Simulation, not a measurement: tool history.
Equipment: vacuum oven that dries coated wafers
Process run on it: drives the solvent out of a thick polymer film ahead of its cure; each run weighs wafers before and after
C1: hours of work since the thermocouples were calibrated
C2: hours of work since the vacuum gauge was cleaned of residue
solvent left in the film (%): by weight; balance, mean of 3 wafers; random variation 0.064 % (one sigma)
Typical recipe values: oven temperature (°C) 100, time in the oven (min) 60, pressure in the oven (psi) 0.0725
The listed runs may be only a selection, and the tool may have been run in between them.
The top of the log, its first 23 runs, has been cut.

run 24 hour=784.6 | oven_temperature_(°C)=92 time_in_the_oven_(min)=32 pressure_in_the_oven_(psi)=0.0725 | C1=1196 C2=470 | solvent_left_in_the_film_(%)=11.07
run 25 hour=809.4 | oven_temperature_(°C)=88 time_in_the_oven_(min)=60 pressure_in_the_oven_(psi)=0.0888 | C1=1210 C2=484 | solvent_left_in_the_film_(%)=8.54
run 26 hour=833.6 | oven_temperature_(°C)=88 time_in_the_oven_(min)=60 pressure_in_the_oven_(psi)=0.0888 | C1=1224 C2=497 | solvent_left_in_the_film_(%)=8.78
-- hour=847.7 oven's thermocouples calibrated
run 27 hour=865.3 | oven_temperature_(°C)=106 time_in_the_oven_(min)=76 pressure_in_the_oven_(psi)=0.1208 | C1=10 C2=514 | solvent_left_in_the_film_(%)=1.9
run 28 hour=901.2 | oven_temperature_(°C)=89 time_in_the_oven_(min)=59 pressure_in_the_oven_(psi)=0.1208 | C1=30 C2=533 | solvent_left_in_the_film_(%)=7.9
run 29 hour=937.6 | oven_temperature_(°C)=89 time_in_the_oven_(min)=59 pressure_in_the_oven_(psi)=0.1208 | C1=50 C2=554 | solvent_left_in_the_film_(%)=8.1
run 30 hour=981.7 | oven_temperature_(°C)=89 time_in_the_oven_(min)=59 pressure_in_the_oven_(psi)=0.1208 | C1=74 C2=578 | solvent_left_in_the_film_(%)=8.16
run 31 hour=1007 | oven_temperature_(°C)=100 time_in_the_oven_(min)=60 pressure_in_the_oven_(psi)=0.0564 | C1=88 C2=592 | solvent_left_in_the_film_(%)=4.2
run 32 hour=1031.2 | oven_temperature_(°C)=95 time_in_the_oven_(min)=60 pressure_in_the_oven_(psi)=0.1726 | C1=102 C2=605 | solvent_left_in_the_film_(%)=6.36
run 33 hour=1052.6 | oven_temperature_(°C)=95 time_in_the_oven_(min)=60 pressure_in_the_oven_(psi)=0.1726 | C1=113 C2=617 | solvent_left_in_the_film_(%)=6.41
run 34 hour=1084.6 | oven_temperature_(°C)=86 time_in_the_oven_(min)=31 pressure_in_the_oven_(psi)=0.0474 | C1=131 C2=635 | solvent_left_in_the_film_(%)=12.33
run 35 hour=1122.3 | oven_temperature_(°C)=86 time_in_the_oven_(min)=31 pressure_in_the_oven_(psi)=0.0474 | C1=152 C2=656 | solvent_left_in_the_film_(%)=12.35
run 36 hour=1140.8 | oven_temperature_(°C)=100 time_in_the_oven_(min)=63 pressure_in_the_oven_(psi)=0.0725 | C1=162 C2=666 | solvent_left_in_the_film_(%)=4

4 options for the next run, each taken on its own from the tool as it stands now. Forecast them:
run A hour=1173.2 | oven_temperature_(°C)=100 time_in_the_oven_(min)=60 pressure_in_the_oven_(psi)=0.2245 | C1=180 C2=684 | solvent_left_in_the_film_(%)=?
run B hour=1173.2 | oven_temperature_(°C)=100 time_in_the_oven_(min)=72 pressure_in_the_oven_(psi)=0.0725 | C1=180 C2=684 | solvent_left_in_the_film_(%)=?
run C hour=1173.2 | oven_temperature_(°C)=101 time_in_the_oven_(min)=57 pressure_in_the_oven_(psi)=0.1284 | C1=180 C2=684 | solvent_left_in_the_film_(%)=?
run D hour=1173.2 | oven_temperature_(°C)=109 time_in_the_oven_(min)=51 pressure_in_the_oven_(psi)=0.0725 | C1=180 C2=684 | solvent_left_in_the_film_(%)=?

run=A solvent_left_in_the_film_(%)=5.19
run=B solvent_left_in_the_film_(%)=3.17
run=C solvent_left_in_the_film_(%)=4.68
run=D solvent_left_in_the_film_(%)=2.85
Without the tool's hidden state the same runs would have given:
run=A solvent_left_in_the_film_(%)=4.96
run=B solvent_left_in_the_film_(%)=2.95
run=C solvent_left_in_the_film_(%)=4.46
run=D solvent_left_in_the_film_(%)=2.67

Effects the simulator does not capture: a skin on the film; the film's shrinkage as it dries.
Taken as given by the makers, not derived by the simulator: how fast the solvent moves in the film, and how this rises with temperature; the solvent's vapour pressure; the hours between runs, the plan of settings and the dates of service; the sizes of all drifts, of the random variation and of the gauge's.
